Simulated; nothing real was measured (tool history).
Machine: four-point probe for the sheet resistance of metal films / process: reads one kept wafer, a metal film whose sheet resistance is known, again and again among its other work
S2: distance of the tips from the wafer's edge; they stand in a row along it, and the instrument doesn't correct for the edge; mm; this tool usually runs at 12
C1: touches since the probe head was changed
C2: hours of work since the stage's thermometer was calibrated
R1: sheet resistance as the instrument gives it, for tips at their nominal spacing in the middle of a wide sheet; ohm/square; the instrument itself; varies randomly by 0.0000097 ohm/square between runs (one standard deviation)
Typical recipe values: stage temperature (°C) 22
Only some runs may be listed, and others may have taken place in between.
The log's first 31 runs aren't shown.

Run 32, hour 338.4: usual settings but S2 4 mm; C1 29660; C2 93. Result: R1 0.050715 ohm/square.
Run 33, hour 351.7: usual settings but stage temperature (°C) 28, S2 8 mm; C1 30126; C2 104. Result: R1 0.048716 ohm/square.
Run 34, hour 361.1: usual settings but stage temperature (°C) 24, S2 7 mm; C1 30458; C2 111. Result: R1 0.048992 ohm/square.
Run 35, hour 375.0: usual settings but stage temperature (°C) 24, S2 7 mm; C1 30944; C2 122. Result: R1 0.048993 ohm/square.
Run 36, hour 382.0: usual settings but stage temperature (°C) 32, S2 57 mm; C1 31191; C2 127. Result: R1 0.047961 ohm/square.
Run 37, hour 393.2: usual settings but stage temperature (°C) 32, S2 19 mm; C1 31582; C2 136. Result: R1 0.048056 ohm/square.
Run 38, hour 400.8: usual settings but stage temperature (°C) 19, S2 47 mm; C1 31846; C2 142. Result: R1 0.048339 ohm/square.
Run 39, hour 411.6: usual settings but stage temperature (°C) 19, S2 47 mm; C1 32225; C2 150. Result: R1 0.048338 ohm/square.
Run 40, hour 424.8: usual settings but stage temperature (°C) 19, S2 47 mm; C1 32688; C2 161. Result: R1 0.048340 ohm/square.

What if the next run were any one of these 5? Each begins from the tool's condition after run 40:
Run A, hour 437.4: usual settings but stage temperature (°C) 31, S2 19 mm; C1 33131; C2 171. Result: R1 ?.
Run B, hour 437.4: usual settings but stage temperature (°C) 21, S2 9 mm; C1 33131; C2 171. Result: R1 ?.
Run C, hour 437.4: usual settings but stage temperature (°C) 29, S2 30 mm; C1 33131; C2 171. Result: R1 ?.
Run D, hour 437.4: usual settings but stage temperature (°C) 31, S2 58 mm; C1 33131; C2 171. Result: R1 ?.
Run E, hour 437.4: usual settings but stage temperature (°C) 18, S2 11 mm; C1 33131; C2 171. Result: R1 ?.

run        R1
  A  0.048101
  B  0.048756
  C  0.048083
  D  0.047982
  E  0.048680
With the hidden condition removed and each run's random variation left untouched, the same runs would have given:
run        R1
  A  0.048101
  B  0.048756
  C  0.048083
  D  0.047982
  E  0.048681
